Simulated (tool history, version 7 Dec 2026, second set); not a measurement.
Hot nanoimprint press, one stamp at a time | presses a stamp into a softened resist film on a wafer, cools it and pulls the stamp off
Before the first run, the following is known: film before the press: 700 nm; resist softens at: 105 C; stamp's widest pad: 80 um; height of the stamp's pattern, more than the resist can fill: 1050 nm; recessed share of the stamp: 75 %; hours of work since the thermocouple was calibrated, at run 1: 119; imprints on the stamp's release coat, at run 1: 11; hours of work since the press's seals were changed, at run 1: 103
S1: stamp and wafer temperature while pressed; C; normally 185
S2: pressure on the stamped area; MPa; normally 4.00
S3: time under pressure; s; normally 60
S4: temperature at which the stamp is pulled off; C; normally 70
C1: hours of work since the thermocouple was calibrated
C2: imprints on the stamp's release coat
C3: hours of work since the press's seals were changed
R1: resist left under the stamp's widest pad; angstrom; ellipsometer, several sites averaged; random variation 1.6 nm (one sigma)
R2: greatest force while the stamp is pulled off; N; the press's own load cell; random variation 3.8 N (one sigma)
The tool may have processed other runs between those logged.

run,hour,S1,S2,S3,S4,C1,C2,C3,R1,R2
1,0.0,185,4.00,60,70,119,11,103,2506,188
2,8.9,185,4.00,60,70,123,40,107,2486,195
3,15.7,185,4.00,60,70,126,61,110,2475,187
4,23.5,185,2.63,60,70,129,86,113,3190,187
5,32.4,185,2.63,60,70,133,115,117,3191,197
6,38.5,185,2.63,60,70,136,134,120,3201,185
7,45.7,185,5.09,60,70,139,158,123,2138,199
8,50.3,185,5.09,60,70,141,173,125,2168,184
9,58.1,185,4.00,60,70,144,197,128,2503,198
10,63.5,185,4.00,60,70,146,215,131,2458,195
11,69.5,185,4.00,60,70,149,234,133,2511,208
12,75.8,185,4.00,60,70,152,254,136,2495,200
13,84.5,185,4.00,60,70,155,282,140,2506,205
14,93.6,185,4.00,60,70,159,311,143,2500,204
15,99.9,185,4.00,60,70,162,332,146,2469,207
16,107.4,185,4.00,102,70,165,356,149,2086,206
# hour 110.9: plate thermocouple calibrated
17,119.4,185,4.00,102,70,4,385,153,2095,218
18,125.4,185,4.00,102,70,6,404,156,2072,212
19,133.2,180,3.46,60,66,10,429,159,3066,221
20,139.6,180,3.46,60,76,12,449,162,3072,202
# hour 151.5: plate thermocouple calibrated, once more
21,151.5,180,3.83,60,70,0,478,166,2837,219
22,155.7,180,2.85,66,68,2,491,167,3278,220
23,164.7,179,5.61,57,67,6,520,171,2358,225
24,169.1,190,5.61,50,67,8,535,173,1911,233
25,175.4,177,2.79,60,70,10,555,176,3635,217
26,181.4,177,2.79,60,70,13,574,179,3602,220
27,190.5,177,2.79,83,77,17,603,182,3275,205
28,199.8,177,2.79,83,77,21,633,186,3304,208
29,209.2,177,2.79,83,77,25,663,190,3293,213

Hidden state at the last listed run before each entry between runs and at the first one after, where it differs:
Runs 16 to 17: plate thermocouple calibrated (hour 110.9)
  true temperature over the reading, C: -0.46 -> -0.71; pressure that arrives at the usual setting, %: 98.89 -> 98.87; grip of the stamp's worn release coat, % over a new coat's: 12.3 -> 13.3
  difference, measured minus the result without the unlogged condition, R1: +37 -> +50 angstrom; R2: +24 -> +27 N
Runs 20 to 21: plate thermocouple calibrated, once more (hour 151.5)
  true temperature over the reading, C: -0.73 -> 0.33; pressure that arrives at the usual setting, %: 98.8 -> 98.78; grip of the stamp's worn release coat, % over a new coat's: 15.6 -> 16.6
  difference, measured minus the result without the unlogged condition, R1: +72 -> -3 angstrom; R2: +29 -> +30 N
